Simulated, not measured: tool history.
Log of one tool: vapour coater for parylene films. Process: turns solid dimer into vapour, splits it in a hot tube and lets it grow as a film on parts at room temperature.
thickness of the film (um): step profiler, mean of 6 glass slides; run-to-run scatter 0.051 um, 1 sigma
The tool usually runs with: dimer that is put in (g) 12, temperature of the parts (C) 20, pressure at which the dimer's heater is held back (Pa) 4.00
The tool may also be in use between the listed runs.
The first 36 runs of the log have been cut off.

run     day  dimer that is put in (g)  temperature of the parts (C)  pressure at which the dimer's heater is held back (Pa)  thickness of the film (um)
 37  26.496                        17                            29                                                    2.77                        7.74
 38  27.446                        14                            30                                                    3.28                        6.18
 39  28.408                        20                            20                                                    4.32                       10.61
 40  29.254                        20                            20                                                    4.32                       10.75
 41  29.946                        19                            19                                                    4.32                       10.44
 42  30.967                        12                            18                                                    2.01                        7.28
 43  31.683                        12                            18                                                    2.01                        7.35
 44  32.283                        12                            18                                                    2.01                        7.29
 45  32.879                        14                            16                                                    9.13                        7.57
 46  33.362                        12                            19                                                    2.15                        7.11

Branching from run 46: 4 alternative next runs. What would each branch give?
  A  34.171                        12                            19                                                    3.48                           ?
  B  34.171                         5                            12                                                    4.00                           ?
  C  34.171                        17                            19                                                    9.28                           ?
  D  34.171                         9                            25                                                    3.53                           ?

run  thickness of the film (um)
  A                        6.79
  B                        3.19
  C                        8.48
  D                        4.39
Had the tool no hidden state, the same runs would have come out as:
run  thickness of the film (um)
  A                        6.81
  B                        3.20
  C                        8.51
  D                        4.40

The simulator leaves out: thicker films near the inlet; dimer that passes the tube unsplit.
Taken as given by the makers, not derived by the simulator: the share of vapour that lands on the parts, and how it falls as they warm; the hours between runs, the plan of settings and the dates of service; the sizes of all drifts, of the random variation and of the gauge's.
